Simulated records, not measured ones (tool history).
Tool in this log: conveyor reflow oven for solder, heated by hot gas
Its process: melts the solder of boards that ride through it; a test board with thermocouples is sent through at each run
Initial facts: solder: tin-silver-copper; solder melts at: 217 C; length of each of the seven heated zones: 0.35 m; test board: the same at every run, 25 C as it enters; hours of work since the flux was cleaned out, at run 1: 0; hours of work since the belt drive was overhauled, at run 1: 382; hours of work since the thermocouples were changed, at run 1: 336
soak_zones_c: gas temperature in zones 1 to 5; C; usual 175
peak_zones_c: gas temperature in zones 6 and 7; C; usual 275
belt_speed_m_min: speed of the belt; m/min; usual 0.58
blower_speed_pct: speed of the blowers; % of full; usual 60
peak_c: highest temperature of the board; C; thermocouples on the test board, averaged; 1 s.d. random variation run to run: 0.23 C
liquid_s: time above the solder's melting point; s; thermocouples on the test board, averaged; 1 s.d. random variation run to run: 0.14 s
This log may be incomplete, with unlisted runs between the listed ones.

run	hour	soak_zones_c	peak_zones_c	belt_speed_m_min	blower_speed_pct	hours of work since the flux was cleaned out	hours of work since the belt drive was overhauled	hours of work since the thermocouples were changed	peak_c	liquid_s
1	0	175	275	0.58	60	0	382	336	254.5	55.8
2	91.3	175	275	0.58	60	48	430	383	254.4	55.9
3	139.8	175	275	0.58	82	73	455	409	259.6	60.1
4	225.6	162	275	0.58	60	118	500	454	251.5	49.7
5	316.8	162	275	0.58	60	166	548	501	251.1	49.4
6	356.2	162	275	0.58	60	186	569	522	250.8	49.4
7	426.6	175	275	0.668	60	223	605	559	248.2	43.4
8	509.8	175	275	0.668	60	267	649	602	247.9	43.1
9	605.3	175	275	0.668	60	317	699	653	248	43
10	681.4	175	268	0.58	60	357	739	692	247	51.1
11	753.3	175	268	0.58	60	394	776	730	247.6	50.7
# hour 775.6: flux residue cleaned out of gas plates and filters
12	842	175	268	0.58	60	35	820	774	248.2	52.1
# hour 854.8: belt drive overhauled, speed set with a stopwatch
13	885.3	172	283	0.58	60	55	16	794	260.8	60.1
14	970.8	172	267	0.58	73	100	61	839	250.2	54.4
15	1023.3	172	267	0.58	73	128	88	867	250.5	54.5
# hour 1083.3: thermocouples of zones 6 and 7 changed
16	1117.4	172	267	0.58	73	176	136	18	252	55.5
17	1197.5	175	279	0.645	60	218	178	60	255	51.4
18	1236.8	175	281	0.645	82	238	199	80	262.6	56.6
19	1311.6	175	281	0.509	62	277	238	119	265.4	73.6
# hour 1360.8: belt drive overhauled, speed set with a stopwatch, once more
20	1397.5	175	281	0.509	62	320	19	162	264.1	70
21	1463.3	175	281	0.68	62	355	54	197	252.9	44.6
22	1516.3	175	286	0.628	54	382	81	225	256.8	51.5
# hour 1562.3: flux residue cleaned out of gas plates and filters
23	1615.4	175	275	0.48	62	28	131	274	261.1	73.2

How would selected steps in peak_c from run to run divide? Give the signed amount a tool lacking its hidden state would still show from settings, what came in and random variation, and the signed amount left for the hidden state, including any gauge scatter that is not in both of the compared results.
Unlogged tool condition in this case: heat that the gas passes to the board, % of a clean oven's; belt's true speed, % of the reading; true gas temperature in zones 6 and 7 over the reading, C; drift of the gauge itself on peak_c, C; drift of the gauge itself on liquid_s, %.
Run 12 -> 13: soak_zones_c 175 -> 172, peak_zones_c 268 -> 283, belt drive overhauled, speed set with a stopwatch. peak_c +12.6 C: hidden state +0.4, all else +12.2.
Run 15 -> 16: thermocouples of zones 6 and 7 changed. peak_c +1.5 C: hidden state +1.3, all else +0.2.
Run 19 -> 20: belt drive overhauled, speed set with a stopwatch, once more. peak_c -1.3 C: hidden state -1.5, all else +0.2.
Run 20 -> 21: belt_speed_m_min 0.509 -> 0.68. peak_c -11.2 C: hidden state -0.4, all else -10.8.

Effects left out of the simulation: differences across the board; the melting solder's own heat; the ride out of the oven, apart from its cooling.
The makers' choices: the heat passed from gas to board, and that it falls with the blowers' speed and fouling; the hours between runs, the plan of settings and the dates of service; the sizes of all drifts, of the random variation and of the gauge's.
